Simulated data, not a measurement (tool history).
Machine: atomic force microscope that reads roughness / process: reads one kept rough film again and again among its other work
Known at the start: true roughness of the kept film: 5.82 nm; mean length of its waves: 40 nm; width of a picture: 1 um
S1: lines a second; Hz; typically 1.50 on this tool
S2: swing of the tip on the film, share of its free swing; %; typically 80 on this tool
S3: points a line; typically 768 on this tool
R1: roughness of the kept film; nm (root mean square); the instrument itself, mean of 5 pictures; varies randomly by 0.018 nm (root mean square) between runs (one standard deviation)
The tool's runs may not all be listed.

run,hour,S1,S2,S3,R1
1,0.0,1.50,80,768,4.472
2,6.1,1.50,80,768,4.462
3,15.1,1.50,80,768,4.453
4,22.2,1.50,80,768,4.479
5,30.6,1.50,80,542,4.459
6,35.0,1.50,80,542,4.491
# hour 36.9: new tip fitted
7,43.2,0.80,80,768,4.735
8,47.5,3.57,80,768,3.850
9,52.2,3.57,80,338,3.856
10,56.3,1.50,80,768,4.470
11,60.8,1.50,80,768,4.477
12,67.7,1.50,71,768,4.677
13,74.1,1.50,80,768,4.451
# hour 81.8: new tip fitted
14,83.9,1.50,67,768,4.747
15,92.5,1.50,84,768,4.364
16,97.1,1.50,84,768,4.339
17,102.0,1.50,84,768,4.345
18,108.5,1.50,88,768,4.255
19,114.7,1.50,88,768,4.241
20,119.0,1.50,75,768,4.602
# hour 126.2: new tip fitted
21,126.9,1.50,80,768,4.431
22,131.3,1.50,80,990,4.499
23,135.7,1.50,64,768,4.814
24,141.9,1.50,80,768,4.497
25,146.2,1.50,80,871,4.445
26,154.2,1.50,80,871,4.467
27,160.0,1.14,89,768,4.374
28,167.2,2.11,76,768,4.381
# hour 171.0: new tip fitted
29,175.9,2.11,76,768,4.413
30,184.7,0.75,83,768,4.728
31,193.0,1.13,83,418,4.529
32,198.2,0.64,88,730,4.708
33,206.2,0.64,88,730,4.677
34,213.9,2.85,80,271,4.018
# hour 215.7: new tip fitted
35,220.0,2.85,58,461,4.742
36,229.2,1.10,78,805,4.662
37,236.7,0.55,78,720,4.889
38,245.1,0.55,78,720,4.872
39,249.3,2.99,78,387,4.068
40,255.5,2.99,78,387,4.059
# hour 260.3: new tip fitted
41,262.6,0.52,79,830,4.882
42,266.4,0.52,79,830,4.879
43,270.8,0.52,79,830,4.870
44,275.8,0.52,79,830,4.880
45,282.5,1.50,72,484,4.642
46,288.0,3.11,61,404,4.660
47,296.7,1.50,80,969,4.477
# hour 304.7: new tip fitted
48,304.8,1.50,80,969,4.499
49,312.0,1.50,65,768,4.813
50,318.2,1.15,84,768,4.478
51,322.1,1.62,87,530,4.222
52,327.8,1.50,60,756,4.863

Each row is a separate what-if for the run after 52, all from the same tool condition, not one after another. Results?
A,335.8,1.50,77,369,?
B,335.8,1.43,62,768,?
C,335.8,1.50,80,716,?
D,335.8,1.45,75,498,?

run,R1
A,4.551
B,4.844
C,4.466
D,4.599
Without the tool's hidden state the same runs would have given:
run,R1
A,4.563
B,4.857
C,4.479
D,4.612
